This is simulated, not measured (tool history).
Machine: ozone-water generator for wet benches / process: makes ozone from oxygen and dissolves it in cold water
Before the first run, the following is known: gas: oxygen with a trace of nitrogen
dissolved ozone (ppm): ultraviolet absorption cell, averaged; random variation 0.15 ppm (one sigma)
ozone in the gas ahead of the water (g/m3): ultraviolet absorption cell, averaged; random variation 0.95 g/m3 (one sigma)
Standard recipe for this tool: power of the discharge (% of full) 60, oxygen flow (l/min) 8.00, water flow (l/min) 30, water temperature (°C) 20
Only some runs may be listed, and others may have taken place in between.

run	hour	power of the discharge (% of full)	oxygen flow (l/min)	water flow (l/min)	water temperature (°C)	dissolved ozone (ppm)	ozone in the gas ahead of the water (g/m3)
1	0.0	60	8.00	30	20	14.7	136.1
2	93.9	60	8.00	30	20	14.5	134.2
3	243.3	60	8.00	30	26	13.2	132.8
4	362.9	60	8.00	30	26	13.2	132.1
5	426.7	48	8.00	30	20	12.3	116.1
6	503.6	48	8.00	30	20	12.4	115.1
7	595.8	48	8.00	30	20	12.4	115.4
8	679.2	48	8.00	30	20	12.2	116.7
9	796.7	48	8.00	30	20	12.6	114.8
10	917.3	48	12.03	30	20	13.0	99.5
11	987.5	48	12.03	28	20	13.4	99.6
12	1081.2	48	12.03	28	20	13.6	99.4
13	1175.7	48	12.03	28	20	13.9	99.3
14	1307.5	60	8.30	30	20	14.1	124.4
15	1412.6	60	8.30	30	20	14.2	125.0
16	1565.5	60	8.00	30	20	14.0	125.6
17	1673.5	60	5.97	30	20	12.9	138.3
18	1737.3	75	5.97	32	16	14.4	155.2
19	1859.4	75	10.02	24	27	16.4	129.4
20	1938.3	44	4.15	30	20	9.9	133.3
21	2013.6	60	8.00	30	16	14.5	124.7
22	2095.7	65	8.00	19	20	19.7	127.7
23	2161.6	65	8.00	19	20	19.6	126.9
24	2298.9	60	11.11	40	15	11.9	108.9
25	2421.1	60	11.11	40	15	11.7	107.9
26	2486.9	60	11.11	40	15	11.6	107.8
27	2586.3	60	11.11	40	15	11.7	106.6
28	2667.2	60	11.11	40	13	12.0	106.0
29	2773.0	60	11.11	40	13	16.3	145.4
30	2888.0	60	11.11	40	13	16.2	143.9
31	3033.1	60	6.03	40	15	13.1	176.8
32	3170.6	60	6.03	40	15	13.1	175.9

Put back what was entered between runs (3 entries, withheld): which listed runs does each sit between, and how does the hidden state differ from the listed run before to the listed run after?
Between runs 12 and 13: contactor cleaned (hour 1174.6)
  yield of the discharge, % of new electrodes': 77.4 -> 77.1; contactor's efficiency, % of a clean one's: 92.6 -> 99.2; true water temperature over the reading, C: 0.12 -> 0.13
  measured value less the no-hidden-state value, dissolved ozone (ppm): -3.5 -> -3.2; ozone in the gas ahead of the water (g/m3): -21.3 -> -21.8
Between runs 22 and 23: water thermometer calibrated (hour 2159.3)
  yield of the discharge, % of new electrodes': 73.6 -> 73.3; contactor's efficiency, % of a clean one's: 97.8 -> 97.6; true water temperature over the reading, C: 0.16 -> 0
  measured value less the no-hidden-state value, dissolved ozone (ppm): -6.9 -> -7.0; ozone in the gas ahead of the water (g/m3): -43.6 -> -43.7
Between runs 28 and 29: electrodes of the discharge changed (hour 2736.8)
  yield of the discharge, % of new electrodes': 71.3 -> 100.1; contactor's efficiency, % of a clean one's: 96.8 -> 96.7; true water temperature over the reading, C: 0.01 -> 0.02
  measured value less the no-hidden-state value, dissolved ozone (ppm): -4.5 -> -0.3; ozone in the gas ahead of the water (g/m3): -38.2 -> +0.1
